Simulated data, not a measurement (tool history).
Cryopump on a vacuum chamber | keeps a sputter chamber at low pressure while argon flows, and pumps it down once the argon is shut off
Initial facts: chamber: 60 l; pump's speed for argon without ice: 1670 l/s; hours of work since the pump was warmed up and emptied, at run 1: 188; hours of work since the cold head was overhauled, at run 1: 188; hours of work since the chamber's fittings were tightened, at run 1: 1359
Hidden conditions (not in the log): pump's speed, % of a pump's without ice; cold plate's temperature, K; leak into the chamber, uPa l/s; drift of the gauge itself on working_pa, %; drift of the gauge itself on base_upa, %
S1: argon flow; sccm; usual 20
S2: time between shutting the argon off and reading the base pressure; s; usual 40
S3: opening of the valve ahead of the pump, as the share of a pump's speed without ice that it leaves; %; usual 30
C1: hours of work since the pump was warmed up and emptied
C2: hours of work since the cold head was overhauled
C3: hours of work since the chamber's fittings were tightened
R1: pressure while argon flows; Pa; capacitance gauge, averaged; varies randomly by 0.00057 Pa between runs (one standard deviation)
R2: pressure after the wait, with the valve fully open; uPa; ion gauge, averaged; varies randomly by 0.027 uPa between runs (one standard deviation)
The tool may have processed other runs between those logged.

run     day  S1   S2  S3   C1    C2    C3      R1    R2
  1   0.000  20   40  30  188   188  1359  0.0699  1.65
  2   2.312  20   40  30  224   224  1395  0.0708  1.67
  3   4.583  20   40  30  259   259  1429  0.0696  1.74
  4   7.104  20   40  30  297   297  1468  0.0713  1.73
  5   8.279  20   40  30  315   315  1486  0.0721  1.73
  6   9.912  20   40  30  340   340  1511  0.0714  1.73
  7  12.567  20   40  30  381   381  1552  0.0715  1.81
  8  14.412  20   40  30  409   409  1580  0.0736  1.79
     15.817  -- pump warmed up, emptied and cooled again
  9  16.696  20   40  30   13   441  1612  0.0676  1.74
 10  18.496  20   40  30   41   469  1639  0.0679  1.71
 11  21.038  20   40  30   80   507  1678  0.0662  1.66
 12  22.662  20   40  30  105   532  1703  0.0694  1.76
 13  25.283  20   40  30  145   573  1743  0.0703  1.79
 14  27.296  20   40  30  176   603  1774  0.0694  1.77
 15  29.142  20   40  30  204   632  1802  0.0695  1.80
 16  31.358  20   40  30  238   666  1836  0.0706  1.76
 17  32.612  20   40  30  257   685  1856  0.0704  1.90
 18  34.925  20   40  30  293   720  1891  0.0694  1.87
 19  36.825  20   40  30  322   749  1920  0.0705  1.92
 20  39.504  20   43  30  363   790  1961  0.0708  1.85
 21  42.150  12   28  30  403   831  2002  0.0432  2.37
     44.012  -- pump warmed up, emptied and cooled again
 22  44.804  12   28  30   12   868  2039  0.0408  2.26
 23  46.908  22   40  30   44   901  2071  0.0751  1.84
 24  48.783  20   32  24   73   929  2100  0.0854  2.05
 25  50.962  20   32  24  106   963  2134  0.0846  2.18
 26  53.221   8   40  39  141   997  2168  0.0207  1.86
 27  55.162   9  109  39  171  1027  2198  0.0241  1.27
 28  57.333  10   39  33  204  1060  2231  0.0319  2.00
 29  59.900  10   39  33  243  1100  2271  0.0321  1.96
 30  61.304  10  153  33  265  1121  2292  0.0326  1.26
 31  62.729  18   27  15  287  1143  2314  0.1237  2.41
 32  65.054  18   27  15  322  1179  2349  0.1238  2.55
 33  66.225  29  248  30  340  1197  2367  0.1032  1.20
 34  68.742  13   40  30  379  1235  2406  0.0467  2.11
 35  70.875  13   40  30  412  1268  2439  0.0468  2.10

Consider 3 possible next runs. They are alternatives, not a sequence: every one starts from the tool as it was left by run 35. What does each give?
     72.096  -- pump warmed up, emptied and cooled again
  A  73.012  22  40  52  14  1297  2468   ?   ?
     72.096  -- pump warmed up, emptied and cooled again
  B  73.012  20  79  30  14  1297  2468   ?   ?
     72.096  -- pump warmed up, emptied and cooled again
  C  73.012  20  79  24  14  1297  2468   ?   ?

run      R1    R2
  A  0.0432  1.88
  B  0.0672  1.45
  C  0.0855  1.46
Without the tool's hidden state the same runs would have given:
run      R1    R2
  A  0.0427  1.13
  B  0.0667  0.67
  C  0.0850  0.69
